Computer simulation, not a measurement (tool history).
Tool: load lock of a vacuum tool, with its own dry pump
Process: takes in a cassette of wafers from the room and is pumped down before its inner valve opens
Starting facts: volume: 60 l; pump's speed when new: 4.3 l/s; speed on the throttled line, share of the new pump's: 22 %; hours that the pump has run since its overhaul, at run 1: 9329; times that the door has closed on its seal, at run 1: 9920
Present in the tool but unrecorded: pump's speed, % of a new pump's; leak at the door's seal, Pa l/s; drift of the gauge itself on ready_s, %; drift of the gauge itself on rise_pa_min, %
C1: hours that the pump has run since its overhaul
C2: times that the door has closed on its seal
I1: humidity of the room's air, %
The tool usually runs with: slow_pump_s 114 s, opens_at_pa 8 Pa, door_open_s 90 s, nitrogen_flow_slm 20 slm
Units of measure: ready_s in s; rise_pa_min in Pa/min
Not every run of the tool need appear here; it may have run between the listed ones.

Run 1, hour 0: usual settings; C1 9329; C2 9920; I1 47.2. Result: ready_s 244.4 s, rise_pa_min 0.214 Pa/min.
Run 2, hour 177.5: usual settings; C1 9506; C2 10185; I1 40.5. Result: ready_s 247.2 s, rise_pa_min 0.216 Pa/min.
Run 3, hour 538.5: usual settings; C1 9867; C2 10722; I1 44.2. Result: ready_s 247.4 s, rise_pa_min 0.228 Pa/min.
Run 4, hour 920.4: usual settings; C1 10249; C2 11291; I1 47.6. Result: ready_s 247.6 s, rise_pa_min 0.255 Pa/min.
Run 5, hour 1222.1: usual settings but door_open_s 50 s; C1 10551; C2 11740; I1 42.9. Result: ready_s 254.4 s, rise_pa_min 0.244 Pa/min.
Run 6, hour 1443.5: usual settings; C1 10772; C2 12070; I1 45.2. Result: ready_s 251.3 s, rise_pa_min 0.27 Pa/min.
At hour 1796.7: dry pump taken out, an overhauled one fitted.
Run 7, hour 1814: usual settings; C1 17; C2 12612; I1 45. Result: ready_s 221.1 s, rise_pa_min 0.287 Pa/min.
Run 8, hour 2164.2: usual settings; C1 367; C2 13134; I1 43.1. Result: ready_s 223 s, rise_pa_min 0.303 Pa/min.
Run 9, hour 2340.3: usual settings; C1 544; C2 13396; I1 42.9. Result: ready_s 223.5 s, rise_pa_min 0.313 Pa/min.
Run 10, hour 2556.8: usual settings but slow_pump_s 99 s, door_open_s 70 s; C1 760; C2 13718; I1 46. Result: ready_s 214 s, rise_pa_min 0.32 Pa/min.
Run 11, hour 2847.7: usual settings but slow_pump_s 99 s, door_open_s 70 s; C1 1051; C2 14152; I1 47.1. Result: ready_s 215.8 s, rise_pa_min 0.336 Pa/min.
Run 12, hour 3017.2: usual settings but slow_pump_s 99 s, door_open_s 70 s; C1 1221; C2 14404; I1 45. Result: ready_s 212.4 s, rise_pa_min 0.343 Pa/min.
Run 13, hour 3245.8: usual settings but slow_pump_s 205 s, opens_at_pa 14 Pa, door_open_s 32 s, nitrogen_flow_slm 4 slm; C1 1449; C2 14744; I1 44.8. Result: ready_s 287.5 s, rise_pa_min 0.354 Pa/min.
Run 14, hour 3588.3: usual settings but slow_pump_s 205 s, opens_at_pa 14 Pa, door_open_s 32 s, nitrogen_flow_slm 4 slm; C1 1792; C2 15254; I1 47.1. Result: ready_s 286.8 s, rise_pa_min 0.368 Pa/min.
Run 15, hour 3985.2: usual settings but slow_pump_s 102 s, opens_at_pa 11 Pa, door_open_s 25 s, nitrogen_flow_slm 5 slm; C1 2189; C2 15845; I1 45.4. Result: ready_s 213.5 s, rise_pa_min 0.392 Pa/min.
Run 16, hour 4339.2: usual settings but slow_pump_s 102 s, opens_at_pa 11 Pa, door_open_s 96 s, nitrogen_flow_slm 17 slm; C1 2543; C2 16372; I1 46.5. Result: ready_s 212.8 s, rise_pa_min 0.43 Pa/min.
Run 17, hour 4511.8: usual settings but slow_pump_s 102 s, opens_at_pa 11 Pa, door_open_s 96 s, nitrogen_flow_slm 8 slm; C1 2715; C2 16629; I1 45.7. Result: ready_s 217.3 s, rise_pa_min 0.44 Pa/min.

A few steps of ready_s between consecutive runs. Split each: what settings, incoming material and random variation would produce without the hidden state, and what is left over for the hidden state, along with gauge scatter present in only one of the two compared results (measured, and without hidden state):
Run 6 -> 7: dry pump taken out, an overhauled one fitted. ready_s -30.2 s: hidden state -28.5, all else -1.7.
Run 12 -> 13: slow_pump_s 99 -> 205, opens_at_pa 8 -> 14, door_open_s 70 -> 32, nitrogen_flow_slm 20 -> 4. ready_s +75.1 s: hidden state -0.3, all else +75.4.
